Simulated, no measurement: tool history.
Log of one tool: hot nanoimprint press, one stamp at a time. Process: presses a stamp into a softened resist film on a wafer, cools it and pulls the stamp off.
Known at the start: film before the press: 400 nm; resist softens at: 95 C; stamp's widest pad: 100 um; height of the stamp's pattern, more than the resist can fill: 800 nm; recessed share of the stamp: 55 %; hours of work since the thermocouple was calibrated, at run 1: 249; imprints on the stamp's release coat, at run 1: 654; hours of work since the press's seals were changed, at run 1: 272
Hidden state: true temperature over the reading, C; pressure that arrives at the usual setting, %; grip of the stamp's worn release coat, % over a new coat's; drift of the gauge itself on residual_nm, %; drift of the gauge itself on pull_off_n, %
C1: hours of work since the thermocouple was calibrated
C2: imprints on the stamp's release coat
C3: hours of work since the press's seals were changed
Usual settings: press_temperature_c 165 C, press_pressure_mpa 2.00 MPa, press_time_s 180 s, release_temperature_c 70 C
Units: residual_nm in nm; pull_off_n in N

Run 1, hour 0.0: usual settings; C1 249; C2 654; C3 272. Result: residual_nm 194.4 nm, pull_off_n 142 N.
Run 2, hour 17.1: usual settings; C1 260; C2 709; C3 283. Result: residual_nm 193.6 nm, pull_off_n 142 N.
Run 3, hour 34.6: usual settings; C1 271; C2 765; C3 295. Result: residual_nm 193.8 nm, pull_off_n 143 N.
Run 4, hour 54.4: usual settings; C1 284; C2 828; C3 307. Result: residual_nm 193.5 nm, pull_off_n 139 N.
Run 5, hour 77.2: usual settings; C1 299; C2 900; C3 322. Result: residual_nm 194.1 nm, pull_off_n 140 N.
Run 6, hour 99.6: usual settings but release_temperature_c 59 C; C1 313; C2 971; C3 337. Result: residual_nm 193.6 nm, pull_off_n 187 N.
Run 7, hour 116.7: usual settings; C1 324; C2 1026; C3 348. Result: residual_nm 193.5 nm, pull_off_n 149 N.
At hour 121.4: plate thermocouple calibrated.
Run 8, hour 132.2: usual settings; C1 7; C2 1066; C3 356. Result: residual_nm 191.5 nm, pull_off_n 145 N.
Run 9, hour 150.6: usual settings; C1 19; C2 1124; C3 368. Result: residual_nm 191.7 nm, pull_off_n 151 N.
Run 10, hour 170.5: usual settings but press_pressure_mpa 2.61 MPa; C1 32; C2 1188; C3 381. Result: residual_nm 164.6 nm, pull_off_n 148 N.
Run 11, hour 194.3: usual settings but press_pressure_mpa 2.61 MPa; C1 47; C2 1263; C3 396. Result: residual_nm 164.4 nm, pull_off_n 153 N.
Run 12, hour 209.2: usual settings but press_pressure_mpa 2.61 MPa; C1 57; C2 1311; C3 406. Result: residual_nm 164.5 nm, pull_off_n 156 N.
At hour 229.9: plate thermocouple calibrated, once more.
Run 13, hour 230.8: usual settings but press_pressure_mpa 1.50 MPa; C1 1; C2 1370; C3 418. Result: residual_nm 230.6 nm, pull_off_n 163 N.
Run 14, hour 253.5: usual settings but press_pressure_mpa 1.50 MPa; C1 15; C2 1443; C3 432. Result: residual_nm 230.3 nm, pull_off_n 159 N.
Run 15, hour 272.1: usual settings; C1 27; C2 1502; C3 444. Result: residual_nm 198.0 nm, pull_off_n 161 N.
Run 16, hour 284.0: usual settings; C1 35; C2 1539; C3 452. Result: residual_nm 198.0 nm, pull_off_n 162 N.
Run 17, hour 299.6: usual settings; C1 45; C2 1589; C3 462. Result: residual_nm 197.7 nm, pull_off_n 163 N.
Run 18, hour 317.7: usual settings; C1 57; C2 1647; C3 474. Result: residual_nm 197.6 nm, pull_off_n 159 N.
Run 19, hour 337.8: usual settings; C1 70; C2 1711; C3 487. Result: residual_nm 197.8 nm, pull_off_n 160 N.
Run 20, hour 361.2: usual settings; C1 85; C2 1785; C3 502. Result: residual_nm 197.2 nm, pull_off_n 165 N.
Run 21, hour 384.0: usual settings but press_temperature_c 167 C, press_time_s 350 s, release_temperature_c 74 C; C1 100; C2 1858; C3 517. Result: residual_nm 151.3 nm, pull_off_n 151 N.
Run 22, hour 403.1: usual settings but press_temperature_c 167 C, press_time_s 102 s, release_temperature_c 74 C; C1 112; C2 1919; C3 529. Result: residual_nm 223.4 nm, pull_off_n 151 N.
Run 23, hour 427.2: usual settings but press_temperature_c 174 C, press_pressure_mpa 2.56 MPa, press_time_s 304 s; C1 128; C2 1996; C3 545. Result: residual_nm 114.7 nm, pull_off_n 169 N.
Run 24, hour 439.0: usual settings but press_temperature_c 158 C, press_pressure_mpa 2.56 MPa, press_time_s 248 s; C1 135; C2 2033; C3 552. Result: residual_nm 186.9 nm, pull_off_n 172 N.
Run 25, hour 461.0: usual settings but press_temperature_c 158 C, press_pressure_mpa 2.56 MPa, press_time_s 248 s; C1 149; C2 2103; C3 567. Result: residual_nm 186.8 nm, pull_off_n 177 N.
Run 26, hour 471.2: usual settings but press_temperature_c 164 C, press_pressure_mpa 1.43 MPa, press_time_s 118 s, release_temperature_c 56 C; C1 156; C2 2136; C3 573. Result: residual_nm 267.1 nm, pull_off_n 238 N.
Run 27, hour 495.2: usual settings but press_pressure_mpa 1.65 MPa, release_temperature_c 75 C; C1 172; C2 2212; C3 589. Result: residual_nm 217.6 nm, pull_off_n 154 N.
Run 28, hour 509.9: usual settings but press_pressure_mpa 2.47 MPa, release_temperature_c 74 C; C1 181; C2 2259; C3 598. Result: residual_nm 174.6 nm, pull_off_n 159 N.
Run 29, hour 519.8: usual settings but press_time_s 95 s, release_temperature_c 66 C; C1 188; C2 2290; C3 605. Result: residual_nm 237.3 nm, pull_off_n 199 N.
Run 30, hour 536.9: usual settings but press_time_s 95 s, release_temperature_c 66 C; C1 199; C2 2345; C3 616. Result: residual_nm 236.7 nm, pull_off_n 195 N.

3 ways to go on from here, each from the tool as it stands after run 30. What would each give?
At hour 555.8: stamp cleaned and given a new release coat.
Run A, hour 562.7: usual settings but press_pressure_mpa 2.86 MPa, press_time_s 202 s; C1 211; C2 22; C3 628. Result: residual_nm ?, pull_off_n ?.
At hour 555.8: stamp cleaned and given a new release coat.
Run B, hour 562.7: usual settings but press_temperature_c 167 C, press_time_s 95 s, release_temperature_c 66 C; C1 211; C2 22; C3 628. Result: residual_nm ?, pull_off_n ?.
At hour 555.8: stamp cleaned and given a new release coat.
Run C, hour 562.7: usual settings but press_pressure_mpa 2.60 MPa, release_temperature_c 56 C; C1 211; C2 22; C3 628. Result: residual_nm ?, pull_off_n ?.

run  residual_nm  pull_off_n
  A        155.0         126
  B        226.7         143
  C        169.3         178
Without the tool's hidden state the same runs would have given:
run  residual_nm  pull_off_n
  A        154.8         127
  B        227.5         145
  C        169.4         180
